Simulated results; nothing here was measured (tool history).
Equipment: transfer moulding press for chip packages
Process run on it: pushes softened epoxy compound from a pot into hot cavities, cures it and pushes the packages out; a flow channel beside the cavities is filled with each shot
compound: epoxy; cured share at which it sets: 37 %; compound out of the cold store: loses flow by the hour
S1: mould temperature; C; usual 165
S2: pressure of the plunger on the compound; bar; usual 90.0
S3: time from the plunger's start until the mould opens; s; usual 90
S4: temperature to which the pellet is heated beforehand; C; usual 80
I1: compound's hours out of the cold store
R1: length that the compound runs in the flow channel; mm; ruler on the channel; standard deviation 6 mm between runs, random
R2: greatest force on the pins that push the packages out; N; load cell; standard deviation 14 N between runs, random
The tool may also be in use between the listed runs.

Run 1, hour 0.0: usual settings; I1 12.9. Result: R1 728 mm, R2 805 N.
Run 2, hour 5.6: usual settings but S1 161 C; I1 37.4. Result: R1 704 mm, R2 1172 N.
Run 3, hour 11.4: usual settings but S1 161 C; I1 39.0. Result: R1 692 mm, R2 1200 N.
Run 4, hour 16.5: usual settings; I1 26.3. Result: R1 704 mm, R2 981 N.
Run 5, hour 23.8: usual settings; I1 44.1. Result: R1 670 mm, R2 981 N.
Run 6, hour 33.4: usual settings but S4 89 C; I1 41.7. Result: R1 675 mm, R2 1046 N.
Run 7, hour 42.1: usual settings but S4 89 C; I1 22.9. Result: R1 708 mm, R2 1107 N.
Run 8, hour 47.4: usual settings; I1 37.1. Result: R1 677 mm, R2 1150 N.
Run 9, hour 51.8: usual settings but S2 97.6 bar; I1 17.0. Result: R1 749 mm, R2 1267 N.
Run 10, hour 56.1: usual settings but S2 97.6 bar; I1 40.9. Result: R1 692 mm, R2 1175 N.
Run 11, hour 65.6: usual settings but S2 97.6 bar, S4 76 C; I1 43.5. Result: R1 691 mm, R2 1247 N.
At hour 68.0: cavities cleaned with cleaning compound and waxed.
Run 12, hour 71.4: usual settings but S2 97.6 bar, S4 76 C; I1 47.1. Result: R1 686 mm, R2 1465 N.
Run 13, hour 77.2: usual settings but S2 97.6 bar, S4 76 C; I1 19.0. Result: R1 727 mm, R2 1544 N.
Run 14, hour 85.0: usual settings but S2 105.1 bar; I1 47.0. Result: R1 712 mm, R2 1433 N.
Run 15, hour 92.7: usual settings but S1 168 C, S2 105.3 bar, S3 77 s, S4 85 C; I1 9.2. Result: R1 768 mm, R2 1771 N.
Run 16, hour 101.2: usual settings but S1 170 C, S2 106.3 bar, S3 74 s, S4 75 C; I1 29.1. Result: R1 727 mm, R2 1650 N.
At hour 106.2: cavities cleaned with cleaning compound and waxed, once more.
Run 17, hour 107.9: usual settings but S1 158 C, S2 106.3 bar, S3 98 s, S4 87 C; I1 25.4. Result: R1 783 mm, R2 1068 N.
Run 18, hour 113.7: usual settings but S2 85.0 bar; I1 28.4. Result: R1 654 mm, R2 812 N.
Run 19, hour 121.3: usual settings but S2 85.0 bar; I1 13.9. Result: R1 692 mm, R2 921 N.
Run 20, hour 130.6: usual settings but S1 171 C, S2 74.8 bar, S3 117 s; I1 30.7. Result: R1 596 mm, R2 606 N.
Run 21, hour 137.7: usual settings but S1 171 C, S2 74.8 bar, S3 120 s, S4 84 C; I1 45.8. Result: R1 565 mm, R2 636 N.
Run 22, hour 143.3: usual settings but S2 88.2 bar, S3 122 s; I1 45.6. Result: R1 647 mm, R2 711 N.
Run 23, hour 151.7: usual settings but S1 159 C, S2 108.8 bar, S3 104 s; I1 15.1. Result: R1 800 mm, R2 1352 N.
Run 24, hour 156.3: usual settings but S2 81.2 bar, S3 81 s; I1 14.0. Result: R1 665 mm, R2 1550 N.

Alternative continuations, all from the tool just after run 24; predict every row:
Run A, hour 164.8: usual settings but S1 158 C, S3 76 s, S4 81 C; I1 27.4. Result: R1 ?, R2 ?.
Run B, hour 164.8: usual settings but S1 171 C, S4 88 C; I1 35.5. Result: R1 ?, R2 ?.
Run C, hour 164.8: usual settings but S1 157 C, S3 129 s, S4 75 C; I1 30.3. Result: R1 ?, R2 ?.
Run D, hour 164.8: usual settings but S2 72.8 bar; I1 8.0. Result: R1 ?, R2 ?.

run   R1    R2
  A  711  2778
  B  633   820
  C  698  1084
  D  634  1211
With the hidden condition removed and each run's random variation left untouched, the same runs would have given:
run   R1    R2
  A  761  1608
  B  678   481
  C  747   618
  D  679   682
